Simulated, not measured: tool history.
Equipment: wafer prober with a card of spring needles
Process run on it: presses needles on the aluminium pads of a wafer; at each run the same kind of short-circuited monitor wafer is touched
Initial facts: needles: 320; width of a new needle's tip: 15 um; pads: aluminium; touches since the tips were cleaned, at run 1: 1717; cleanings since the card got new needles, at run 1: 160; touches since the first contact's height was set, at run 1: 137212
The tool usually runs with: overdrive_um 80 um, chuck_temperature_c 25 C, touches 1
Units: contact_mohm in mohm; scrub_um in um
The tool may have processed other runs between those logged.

run	day	overdrive_um	chuck_temperature_c	touches	touches since the tips were cleaned	cleanings since the card got new needles	touches since the first contact's height was set	contact_mohm	scrub_um
1	0	80	25	1	1717	160	137212	236	17.3
# day 0.288: tips cleaned on abrasive film
# day 0.762: tips cleaned on abrasive film
# day 1.238: tips cleaned on abrasive film
# day 1.712: tips cleaned on abrasive film
# day 2.183: tips cleaned on abrasive film
# day 2.658: tips cleaned on abrasive film
2	2.929	80	25	1	2994	166	169390	238	17.26
# day 3.121: tips cleaned on abrasive film
# day 3.504: tips cleaned on abrasive film
# day 3.979: tips cleaned on abrasive film
# day 4.454: tips cleaned on abrasive film
# day 4.925: tips cleaned on abrasive film
# day 5.4: tips cleaned on abrasive film
# day 5.875: tips cleaned on abrasive film
# day 6.292: tips cleaned on abrasive film
3	6.292	80	25	1	0	174	206275	241	17.28
# day 6.675: tips cleaned on abrasive film
# day 7.15: tips cleaned on abrasive film
# day 7.625: tips cleaned on abrasive film
# day 8.004: tips cleaned on abrasive film
# day 8.112: height of the first contact set anew
# day 8.492: tips cleaned on abrasive film
# day 8.967: tips cleaned on abrasive film
# day 9.442: tips cleaned on abrasive film
# day 9.917: tips cleaned on abrasive film
# day 10.392: tips cleaned on abrasive film
4	10.504	80	25	2	1285	183	26300	239	17.3
# day 10.792: tips cleaned on abrasive film
# day 11.175: tips cleaned on abrasive film
# day 11.646: tips cleaned on abrasive film
# day 12.121: tips cleaned on abrasive film
5	12.342	80	25	2	2447	187	46467	236	17.34
# day 12.538: tips cleaned on abrasive film
# day 12.917: tips cleaned on abrasive film
# day 13.392: tips cleaned on abrasive film
# day 13.771: tips cleaned on abrasive film
# day 14.246: tips cleaned on abrasive film
# day 14.721: tips cleaned on abrasive film
# day 15.196: tips cleaned on abrasive film
# day 15.671: tips cleaned on abrasive film
6	15.954	80	25	2	3127	195	86075	242	17.46
# day 16.125: tips cleaned on abrasive film
# day 16.6: tips cleaned on abrasive film
# day 17.075: tips cleaned on abrasive film
# day 17.55: tips cleaned on abrasive film
# day 18.025: tips cleaned on abrasive film
# day 18.5: tips cleaned on abrasive film
# day 18.971: tips cleaned on abrasive film
7	19.071	80	25	2	1091	202	120296	237	17.39
# day 19.354: tips cleaned on abrasive film
# day 19.829: tips cleaned on abrasive film
# day 20.304: tips cleaned on abrasive film
# day 20.688: tips cleaned on abrasive film
# day 21.162: tips cleaned on abrasive film
# day 21.633: tips cleaned on abrasive film
# day 22.108: tips cleaned on abrasive film
8	22.192	98	25	1	899	209	154530	233	21.4
# day 22.571: tips cleaned on abrasive film
# day 23.046: tips cleaned on abrasive film
# day 23.425: tips cleaned on abrasive film
# day 23.9: tips cleaned on abrasive film
# day 24.375: tips cleaned on abrasive film
# day 24.758: tips cleaned on abrasive film
# day 25.233: tips cleaned on abrasive film
# day 25.704: tips cleaned on abrasive film
# day 26.179: tips cleaned on abrasive film
9	26.212	98	25	1	358	218	198664	233	21.38
# day 26.592: tips cleaned on abrasive film
# day 27.067: tips cleaned on abrasive film
# day 27.542: tips cleaned on abrasive film
# day 28.017: tips cleaned on abrasive film
# day 28.492: tips cleaned on abrasive film
# day 28.692: height of the first contact set anew
# day 28.979: tips cleaned on abrasive film
10	29.308	98	25	1	3632	224	6759	235	21.59
# day 29.404: tips cleaned on abrasive film
# day 29.879: tips cleaned on abrasive film
# day 30.354: tips cleaned on abrasive film
# day 30.829: tips cleaned on abrasive film
11	31	98	25	1	1884	228	25321	237	21.58
# day 31.288: tips cleaned on abrasive film
# day 31.762: tips cleaned on abrasive film
# day 32.238: tips cleaned on abrasive film
# day 32.712: tips cleaned on abrasive film
# day 33.183: tips cleaned on abrasive film
# day 33.683: card fitted with new needles
# day 34.158: tips cleaned on abrasive film
# day 34.633: tips cleaned on abrasive film
# day 35.108: tips cleaned on abrasive film
# day 35.583: tips cleaned on abrasive film
12	35.654	64	67	1	772	4	21617	252	14.14
# day 36.033: tips cleaned on abrasive film
# day 36.412: tips cleaned on abrasive film
# day 36.888: tips cleaned on abrasive film
# day 37.362: tips cleaned on abrasive film
# day 37.838: tips cleaned on abrasive film
# day 38.312: tips cleaned on abrasive film
# day 38.788: tips cleaned on abrasive film
# day 39.171: tips cleaned on abrasive film
13	39.171	76	25	1	0	12	60204	237	16.89
# day 39.646: tips cleaned on abrasive film
# day 40.121: tips cleaned on abrasive film
# day 40.592: tips cleaned on abrasive film
# day 41.067: tips cleaned on abrasive film
# day 41.45: tips cleaned on abrasive film
14	41.625	76	25	1	1956	17	87167	237	16.77
# day 41.912: tips cleaned on abrasive film
# day 42.388: tips cleaned on abrasive film
# day 42.762: gauge calibrated
# day 42.862: tips cleaned on abrasive film
# day 43.338: tips cleaned on abrasive film
# day 43.812: tips cleaned on abrasive film
# day 44.283: tips cleaned on abrasive film
# day 44.758: tips cleaned on abrasive film
# day 45.15: tips cleaned on abrasive film
15	45.15	76	25	1	0	25	125849	238	16.55
# day 45.625: tips cleaned on abrasive film
# day 46.1: tips cleaned on abrasive film
# day 46.575: tips cleaned on abrasive film
# day 46.954: tips cleaned on abrasive film
# day 47.429: tips cleaned on abrasive film
16	47.692	76	25	1	2909	30	153772	242	16.37
# day 47.883: tips cleaned on abrasive film
# day 48.267: tips cleaned on abrasive film
# day 48.742: tips cleaned on abrasive film
# day 49.217: tips cleaned on abrasive film
# day 49.692: tips cleaned on abrasive film
# day 50.071: tips cleaned on abrasive film
# day 50.546: tips cleaned on abrasive film
17	50.921	80	60	1	4160	37	189199	247	17.17
# day 51.017: tips cleaned on abrasive film
# day 51.492: tips cleaned on abrasive film
# day 51.875: tips cleaned on abrasive film
# day 52.35: tips cleaned on abrasive film
# day 52.825: tips cleaned on abrasive film
# day 53.3: tips cleaned on abrasive film
18	53.562	84	60	1	2933	43	218188	247	18.24
# day 53.754: tips cleaned on abrasive film
# day 54.138: tips cleaned on abrasive film
# day 54.242: height of the first contact set anew
# day 54.621: tips cleaned on abrasive film
# day 55.096: tips cleaned on abrasive film
# day 55.571: tips cleaned on abrasive film
# day 56.046: tips cleaned on abrasive film
# day 56.496: tips cleaned on abrasive film
19	56.496	68	31	1	0	50	24744	240	14.81
# day 56.971: tips cleaned on abrasive film
# day 57.354: tips cleaned on abrasive film
# day 57.825: tips cleaned on abrasive film
# day 58.3: tips cleaned on abrasive film
# day 58.775: tips cleaned on abrasive film
# day 59.25: tips cleaned on abrasive film
# day 59.633: tips cleaned on abrasive film
# day 60.104: tips cleaned on abrasive film
20	60.4	68	31	1	3236	58	67586	244	14.82
# day 60.496: tips cleaned on abrasive film
# day 60.971: tips cleaned on abrasive film
# day 61.446: tips cleaned on abrasive film
# day 61.921: tips cleaned on abrasive film
# day 62.396: tips cleaned on abrasive film
# day 62.871: tips cleaned on abrasive film
# day 63.346: tips cleaned on abrasive film
21	63.525	80	67	1	2024	65	101917	250	17.5

Below are 4 alternative next runs, each starting from the tool's condition after run 21. Predict each:
# day 63.812: tips cleaned on abrasive film
# day 64.196: tips cleaned on abrasive film
# day 64.667: tips cleaned on abrasive film
# day 65.142: tips cleaned on abrasive film
# day 65.617: tips cleaned on abrasive film
# day 66.092: tips cleaned on abrasive film
# day 66.483: tips cleaned on abrasive film
A	66.483	63	67	2	0	72	134339	?	?
# day 63.812: tips cleaned on abrasive film
# day 64.196: tips cleaned on abrasive film
# day 64.667: tips cleaned on abrasive film
# day 65.142: tips cleaned on abrasive film
# day 65.617: tips cleaned on abrasive film
# day 66.092: tips cleaned on abrasive film
# day 66.483: tips cleaned on abrasive film
B	66.483	73	25	1	0	72	134339	?	?
# day 63.812: tips cleaned on abrasive film
# day 64.196: tips cleaned on abrasive film
# day 64.667: tips cleaned on abrasive film
# day 65.142: tips cleaned on abrasive film
# day 65.617: tips cleaned on abrasive film
# day 66.092: tips cleaned on abrasive film
# day 66.483: tips cleaned on abrasive film
C	66.483	80	39	1	0	72	134339	?	?
# day 63.812: tips cleaned on abrasive film
# day 64.196: tips cleaned on abrasive film
# day 64.667: tips cleaned on abrasive film
# day 65.142: tips cleaned on abrasive film
# day 65.617: tips cleaned on abrasive film
# day 66.092: tips cleaned on abrasive film
# day 66.483: tips cleaned on abrasive film
D	66.483	75	66	1	0	72	134339	?	?

run	contact_mohm	scrub_um
A	255	13.88
B	241	15.97
C	241	17.45
D	248	16.32
The same runs, with their run-to-run variation unchanged, on a tool lacking any hidden condition would have given:
run	contact_mohm	scrub_um
A	255	13.67
B	241	15.73
C	241	17.19
D	248	16.08
